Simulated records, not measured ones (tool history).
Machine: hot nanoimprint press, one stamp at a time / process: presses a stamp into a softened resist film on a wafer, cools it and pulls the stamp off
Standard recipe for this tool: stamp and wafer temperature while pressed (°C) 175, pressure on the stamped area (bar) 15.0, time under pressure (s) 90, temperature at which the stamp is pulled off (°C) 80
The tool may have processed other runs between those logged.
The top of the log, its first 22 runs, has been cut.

run     day  stamp and wafer temperature while pressed (°C)  pressure on the stamped area (bar)  time under pressure (s)  temperature at which the stamp is pulled off (°C)  hours of work since the thermocouple was calibrated  imprints on the stamp's release coat  hours of work since the press's seals were changed  resist left under the stamp's widest pad (nm)  greatest force while the stamp is pulled off (N)
 23  20.333                                             171                                17.5                       56                                                 67                                                  104                                  1247                                                 343                                          205.3                                               318
 24  21.438                                             175                                15.0                       90                                                 73                                                  122                                  1327                                                 361                                          156.5                                               291
 25  22.221                                             175                                17.0                       90                                                 65                                                  135                                  1384                                                 374                                          144.0                                               334
 26  23.000                                             175                                10.9                      125                                                 80                                                  148                                  1440                                                 387                                          156.7                                               260
 27  24.125                                             167                                15.0                       80                                                 80                                                  166                                  1522                                                 406                                          230.9                                               266
     24.683  -- stamp cleaned and given a new release coat
 28  25.304                                             167                                15.0                       80                                                 80                                                  182                                    45                                                 421                                          231.4                                               234
 29  25.975                                             183                                19.3                      161                                                 78                                                  193                                    93                                                 432                                           69.1                                               243
 30  26.850                                             178                                12.1                       60                                                 85                                                  207                                   157                                                 446                                          170.7                                               217

3 options for the next run, each taken on its own from the tool as it stands now. Forecast them:
  A  27.912                                             178                                12.2                       60                                                 75                                                  225                                   234                                                 464                                              ?                                                 ?
  B  27.912                                             178                                20.7                       70                                                 66                                                  225                                   234                                                 464                                              ?                                                 ?
  C  27.912                                             178                                 9.3                       60                                                 83                                                  225                                   234                                                 464                                              ?                                                 ?

run  resist left under the stamp's widest pad (nm)  greatest force while the stamp is pulled off (N)
  A                                          164.5                                               255
  B                                          123.2                                               297
  C                                          184.7                                               223
What these runs would have given with no unlogged condition in the tool:
run  resist left under the stamp's widest pad (nm)  greatest force while the stamp is pulled off (N)
  A                                          169.1                                               254
  B                                          126.5                                               295
  C                                          189.7                                               223
